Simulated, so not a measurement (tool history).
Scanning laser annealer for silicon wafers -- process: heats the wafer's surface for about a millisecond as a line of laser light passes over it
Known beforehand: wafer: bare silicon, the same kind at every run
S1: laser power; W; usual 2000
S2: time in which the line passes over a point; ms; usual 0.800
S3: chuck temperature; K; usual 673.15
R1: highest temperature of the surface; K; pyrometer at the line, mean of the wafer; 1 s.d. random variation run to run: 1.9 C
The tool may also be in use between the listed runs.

{"run": 1, "day": 0.0, "S1": 2000, "S2": 0.8, "S3": 673.15, "R1": 1445.15}
{"run": 2, "day": 0.546, "S1": 2000, "S2": 0.8, "S3": 673.15, "R1": 1442.15}
{"run": 3, "day": 1.258, "S1": 2000, "S2": 0.8, "S3": 673.15, "R1": 1444.15}
{"run": 4, "day": 2.275, "S1": 1734, "S2": 0.8, "S3": 673.15, "R1": 1313.15}
{"run": 5, "day": 3.325, "S1": 1734, "S2": 0.8, "S3": 673.15, "R1": 1310.15}
{"run": 6, "day": 4.3, "S1": 1734, "S2": 0.8, "S3": 673.15, "R1": 1313.15}
{"run": 7, "day": 5.083, "S1": 1867, "S2": 0.8, "S3": 673.15, "R1": 1374.15}
{"run": 8, "day": 5.671, "S1": 1867, "S2": 0.8, "S3": 673.15, "R1": 1375.15}
{"run": 9, "day": 6.217, "S1": 1819, "S2": 0.8, "S3": 673.15, "R1": 1353.15}
{"run": 10, "day": 6.725, "S1": 2000, "S2": 0.77, "S3": 673.15, "R1": 1422.15}
{"run": 11, "day": 7.612, "S1": 2000, "S2": 0.8, "S3": 695.15, "R1": 1457.15}
{"run": 12, "day": 8.704, "S1": 2000, "S2": 0.8, "S3": 696.15, "R1": 1463.15}
{"run": 13, "day": 9.558, "S1": 2000, "S2": 0.8, "S3": 693.15, "R1": 1457.15}
{"run": 14, "day": 10.071, "S1": 2000, "S2": 0.8, "S3": 693.15, "R1": 1457.15}
{"run": 15, "day": 11.142, "S1": 2000, "S2": 0.8, "S3": 693.15, "R1": 1459.15}
{"run": 16, "day": 11.683, "S1": 2000, "S2": 0.8, "S3": 673.15, "R1": 1431.15}
{"run": 17, "day": 12.592, "S1": 2000, "S2": 0.8, "S3": 673.15, "R1": 1432.15}
{"day": 12.942, "done": "optics aligned, line set to its width"}
{"run": 18, "day": 13.304, "S1": 2037, "S2": 0.8, "S3": 673.15, "R1": 1477.15}
{"run": 19, "day": 13.888, "S1": 2000, "S2": 0.8, "S3": 659.15, "R1": 1451.15}
{"run": 20, "day": 14.438, "S1": 1827, "S2": 0.8, "S3": 673.15, "R1": 1374.15}
{"run": 21, "day": 15.138, "S1": 2149, "S2": 0.8, "S3": 655.15, "R1": 1519.15}
{"run": 22, "day": 16.042, "S1": 2149, "S2": 0.8, "S3": 655.15, "R1": 1516.15}
{"run": 23, "day": 17.038, "S1": 2117, "S2": 0.8, "S3": 637.15, "R1": 1483.15}
{"run": 24, "day": 17.638, "S1": 2117, "S2": 0.8, "S3": 637.15, "R1": 1481.15}
{"run": 25, "day": 18.133, "S1": 2000, "S2": 0.8, "S3": 712.15, "R1": 1492.15}
{"run": 26, "day": 19.112, "S1": 2000, "S2": 0.8, "S3": 712.15, "R1": 1492.15}
{"day": 19.292, "done": "laser's power meter calibrated"}
{"run": 27, "day": 20.15, "S1": 1887, "S2": 0.713, "S3": 709.15, "R1": 1391.15}
{"run": 28, "day": 20.796, "S1": 1887, "S2": 0.713, "S3": 709.15, "R1": 1392.15}
{"day": 21.367, "done": "laser's power meter calibrated, once more"}
{"run": 29, "day": 21.833, "S1": 2095, "S2": 0.713, "S3": 659.15, "R1": 1432.15}
{"run": 30, "day": 22.583, "S1": 2095, "S2": 0.642, "S3": 646.15, "R1": 1374.15}
{"run": 31, "day": 23.188, "S1": 2095, "S2": 0.642, "S3": 646.15, "R1": 1372.15}
{"run": 32, "day": 24.229, "S1": 2095, "S2": 0.642, "S3": 646.15, "R1": 1374.15}
{"run": 33, "day": 24.958, "S1": 1821, "S2": 0.767, "S3": 686.15, "R1": 1360.15}
{"run": 34, "day": 25.917, "S1": 1821, "S2": 0.767, "S3": 686.15, "R1": 1359.15}
{"run": 35, "day": 26.362, "S1": 2061, "S2": 0.612, "S3": 686.15, "R1": 1381.15}
{"run": 36, "day": 26.875, "S1": 2061, "S2": 0.612, "S3": 686.15, "R1": 1378.15}
{"run": 37, "day": 27.542, "S1": 1735, "S2": 0.916, "S3": 686.15, "R1": 1382.15}
{"run": 38, "day": 28.621, "S1": 1740, "S2": 0.642, "S3": 643.15, "R1": 1219.15}
{"run": 39, "day": 29.204, "S1": 2093, "S2": 0.657, "S3": 635.15, "R1": 1370.15}
{"run": 40, "day": 29.883, "S1": 2093, "S2": 0.657, "S3": 635.15, "R1": 1371.15}

Branching from run 40: 3 alternative next runs. What would each branch give?
{"run": "A", "day": 30.721, "S1": 1714, "S2": 0.811, "S3": 673.15, "R1": "?"}
{"run": "B", "day": 30.721, "S1": 2000, "S2": 0.865, "S3": 673.15, "R1": "?"}
{"run": "C", "day": 30.721, "S1": 2093, "S2": 0.669, "S3": 635.15, "R1": "?"}

run=A R1=1312.15
run=B R1=1475.15
run=C R1=1378.15
Stripped of hidden state, with their random variation kept, the same runs would have yielded:
run=A R1=1340.15
run=B R1=1509.15
run=C R1=1410.15
